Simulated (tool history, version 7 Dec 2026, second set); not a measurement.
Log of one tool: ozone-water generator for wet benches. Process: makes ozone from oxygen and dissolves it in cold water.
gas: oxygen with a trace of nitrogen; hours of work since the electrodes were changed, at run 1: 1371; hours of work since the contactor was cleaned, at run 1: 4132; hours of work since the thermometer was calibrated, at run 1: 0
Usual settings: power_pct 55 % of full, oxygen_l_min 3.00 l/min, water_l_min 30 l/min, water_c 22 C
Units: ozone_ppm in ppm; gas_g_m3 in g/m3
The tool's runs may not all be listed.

run,day,power_pct,oxygen_l_min,water_l_min,water_c,hours of work since the electrodes were changed,hours of work since the contactor was cleaned,hours of work since the thermometer was calibrated,ozone_ppm,gas_g_m3
1,0.000,55,3.00,30,22,1371,4132,0,10.00,201.1
2,6.804,55,3.00,30,22,1472,4233,101,10.20,199.2
3,13.883,55,3.00,30,22,1577,4337,205,10.00,198.5
4,18.512,55,3.00,30,22,1645,4406,274,9.98,198.7
5,26.983,55,3.00,30,22,1771,4531,399,10.00,200.1
6,32.942,55,3.00,30,22,1859,4619,487,9.93,199.7
# day 38.779: contactor cleaned
7,38.779,55,1.60,30,22,1943,0,571,8.12,261.3
8,47.717,55,3.00,30,22,2075,132,703,10.14,196.2
9,56.117,55,3.00,30,22,2199,256,828,10.20,198.3
10,62.421,55,3.00,30,22,2292,350,921,10.25,199.3
11,68.962,55,3.00,30,22,2389,446,1018,10.11,197.2
12,78.292,55,3.00,27,22,2527,584,1156,11.28,198.2
13,85.842,55,3.00,30,22,2639,696,1267,10.12,198.0
# day 86.358: water thermometer calibrated
14,91.462,57,3.00,30,22,2721,779,75,10.41,205.6
15,99.612,55,3.00,30,22,2842,899,196,10.07,197.6
16,105.196,55,3.00,30,22,2925,982,279,10.12,196.3
# day 109.112: water thermometer calibrated, once more
17,109.938,56,3.96,43,25,2994,1052,12,7.62,178.1
18,117.700,56,3.96,43,25,3109,1167,127,7.67,177.8
19,127.304,56,3.96,43,25,3251,1309,269,7.61,176.7
20,132.512,72,2.02,30,22,3328,1386,346,11.04,293.2
21,140.800,72,2.02,30,22,3451,1508,469,11.05,291.0
22,145.642,43,4.34,19,22,3523,1580,540,13.36,135.5
23,149.738,89,4.34,19,24,3583,1641,601,23.58,250.8
24,156.888,55,4.77,29,17,3689,1746,707,12.30,159.4
25,165.158,55,4.77,29,17,3811,1869,829,12.23,160.7

Forecast run 26:
26,173.988,74,3.61,38,28,3942,1999,960,?,?

{"run 26": {"ozone_ppm": 10.11, "gas_g_m3": 231.0}}
Without the tool's hidden state the same run would have given ozone_ppm 10.62 ppm, gas_g_m3 239.5 g/m3.
